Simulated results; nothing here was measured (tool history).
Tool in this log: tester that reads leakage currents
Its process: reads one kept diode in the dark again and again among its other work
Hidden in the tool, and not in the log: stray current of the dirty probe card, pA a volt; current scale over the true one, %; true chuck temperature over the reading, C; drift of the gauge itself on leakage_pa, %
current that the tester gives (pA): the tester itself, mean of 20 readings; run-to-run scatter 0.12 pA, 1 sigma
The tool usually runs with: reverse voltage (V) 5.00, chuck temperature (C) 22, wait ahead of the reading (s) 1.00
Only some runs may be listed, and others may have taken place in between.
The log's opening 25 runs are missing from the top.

run	day	reverse voltage (V)	chuck temperature (C)	wait ahead of the reading (s)	hours of work since the probe card was cleaned	hours of work since the tester was calibrated	hours of work since the chuck was calibrated	current that the tester gives (pA)
26	155.371	1.03	37	8.36	1727	1299	480	69.69
27	162.971	19.66	30	9.46	1855	1427	608	138.23
28	169.858	19.66	30	9.46	1971	1544	724	137.80
29	177.667	1.14	52	0.32	2103	1675	856	237.17
30	186.367	1.14	46	9.14	2249	1822	1002	145.84
31	193.308	1.14	46	9.14	2367	1939	1119	144.89
32	200.500	1.14	46	9.14	2488	2060	1241	143.88
33	204.696	1.14	46	9.14	2558	2131	1311	143.16
34	212.262	1.14	46	9.14	2686	2258	1439	142.22
35	217.988	1.14	31	9.14	2783	2355	1535	41.32
36	223.512	1.14	31	9.14	2876	2448	1629	41.46
# day 224.917: probe card cleaned and baked
37	230.488	1.14	31	9.14	94	2564	1744	39.78
38	235.662	1.84	45	1.07	181	2651	1831	156.44
39	239.933	1.84	45	2.44	253	2723	1903	155.00

Alternative continuations, all from the tool just after run 39; predict every row:
A	248.562	5.00	21	1.00	399	2868	2049	?
B	248.562	9.19	42	1.40	399	2868	2049	?
C	248.562	1.84	55	0.46	399	2868	2049	?

run	current that the tester gives (pA)
A	31.03
B	235.82
C	332.91
Had the tool no hidden state, the same runs would have come out as:
run	current that the tester gives (pA)
A	34.93
B	266.12
C	373.45
